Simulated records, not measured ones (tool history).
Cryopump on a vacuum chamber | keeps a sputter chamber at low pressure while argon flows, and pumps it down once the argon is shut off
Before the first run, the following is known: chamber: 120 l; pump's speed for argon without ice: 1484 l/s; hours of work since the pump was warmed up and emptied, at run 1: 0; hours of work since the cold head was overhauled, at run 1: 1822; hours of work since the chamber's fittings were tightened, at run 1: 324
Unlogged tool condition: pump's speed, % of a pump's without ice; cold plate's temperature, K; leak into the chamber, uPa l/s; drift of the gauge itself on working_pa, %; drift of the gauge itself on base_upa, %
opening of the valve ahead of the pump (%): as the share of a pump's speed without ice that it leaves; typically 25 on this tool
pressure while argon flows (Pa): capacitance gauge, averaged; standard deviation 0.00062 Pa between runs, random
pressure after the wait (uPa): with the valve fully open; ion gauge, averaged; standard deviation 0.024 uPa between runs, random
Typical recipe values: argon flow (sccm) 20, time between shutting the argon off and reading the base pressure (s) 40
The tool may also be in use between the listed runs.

run    hour  argon flow (sccm)  time between shutting the argon off and reading the base pressure (s)  opening of the valve ahead of the pump (%)  hours of work since the pump was warmed up and emptied  hours of work since the cold head was overhauled  hours of work since the chamber's fittings were tightened  pressure while argon flows (Pa)  pressure after the wait (uPa)
  1       0                 20                                                                     40                                          25                                                       0                                              1822                                                        324                            0.092                           1.11
  2    50.8                 20                                                                     40                                          25                                                      41                                              1863                                                        366                           0.0926                           1.22
  3    90.3                 20                                                                     40                                          19                                                      74                                              1896                                                        398                           0.1219                           1.24
  4   122.2                 20                                                                     40                                          19                                                     100                                              1922                                                        424                           0.1217                           1.25
  5   171.2                 20                                                                     40                                          43                                                     140                                              1962                                                        464                            0.055                           1.33
  6   205.6                 20                                                                     40                                          43                                                     168                                              1990                                                        492                           0.0556                           1.32
  7   261.9                 20                                                                     40                                          43                                                     214                                              2036                                                        538                           0.0558                           1.37
  8   311.7                 20                                                                     40                                          25                                                     255                                              2077                                                        579                           0.0937                           1.38
  9   355.1                 20                                                                     40                                          25                                                     290                                              2112                                                        614                            0.095                           1.46
 10   382.3                 20                                                                     40                                          25                                                     312                                              2134                                                        637                           0.0953                           1.45
      401.8  -- pump warmed up, emptied and cooled again
 11   414.1                  8                                                                     40                                          25                                                      10                                              2156                                                        659                           0.0368                           1.35
 12   459.1                 20                                                                     40                                          25                                                      47                                              2193                                                        695                           0.0923                           1.41
 13   494.1                 20                                                                     40                                          25                                                      75                                              2222                                                        724                           0.0927                           1.39
 14   546.6                 20                                                                     40                                          25                                                     118                                              2264                                                        767                           0.0918                           1.47
 15   604.5                 22                                                                     40                                          25                                                     166                                              2312                                                        814                           0.1036                           1.49
 16   631.5                 22                                                                     40                                          25                                                     188                                              2334                                                        836                            0.103                           1.61
 17   659.3                 20                                                                     40                                          21                                                     210                                              2356                                                        859                           0.1103                            1.6
 18   692.4                 20                                                                    101                                          44                                                     237                                              2383                                                        886                           0.0549                           1.18
 19   752.3                 10                                                                     40                                          25                                                     286                                              2433                                                        935                           0.0479                            1.6
 20   796.3                 17                                                                     55                                          19                                                     322                                              2468                                                        971                           0.1053                           1.57
      806.4  -- pump warmed up, emptied and cooled again
 21   841.4                 12                                                                     71                                          25                                                      29                                              2501                                                       1004                           0.0558                           1.26
 22   898.1                 20                                                                    126                                          46                                                      75                                              2548                                                       1050                           0.0503                           1.18
 23   943.1                 15                                                                    126                                          27                                                     112                                              2584                                                       1087                           0.0644                           1.22
 24   979.5                 34                                                                    126                                          42                                                     142                                              2614                                                       1116                           0.0955                           1.24
 25    1030                  9                                                                     40                                          16                                                     183                                              2655                                                       1158                           0.0652                           1.87
 26  1058.2                  9                                                                    230                                          16                                                     206                                              2678                                                       1181                           0.0654                            1.2

Describe how what the log doesn't record of the tool's condition differs between the last listed run preceding each entry between runs and the first listed run following it.
Run 10 -> run 11: pump warmed up, emptied and cooled again (hour 401.8)
  pump's speed, % of a pump's without ice: 85.1 -> 99.2; cold plate's temperature, K: 12.8 -> 12.81; leak into the chamber, uPa l/s: 955 -> 975
  measured value less the no-hidden-state value, pressure while argon flows (Pa): +0.0045 -> +0.0002; pressure after the wait (uPa): +0.57 -> +0.46
Run 20 -> run 21: pump warmed up, emptied and cooled again (hour 806.4)
  pump's speed, % of a pump's without ice: 84.5 -> 98.4; cold plate's temperature, K: 12.91 -> 12.93; leak into the chamber, uPa l/s: 1252 -> 1282
  measured value less the no-hidden-state value, pressure while argon flows (Pa): +0.004 -> +0.0005; pressure after the wait (uPa): +0.82 -> +0.69
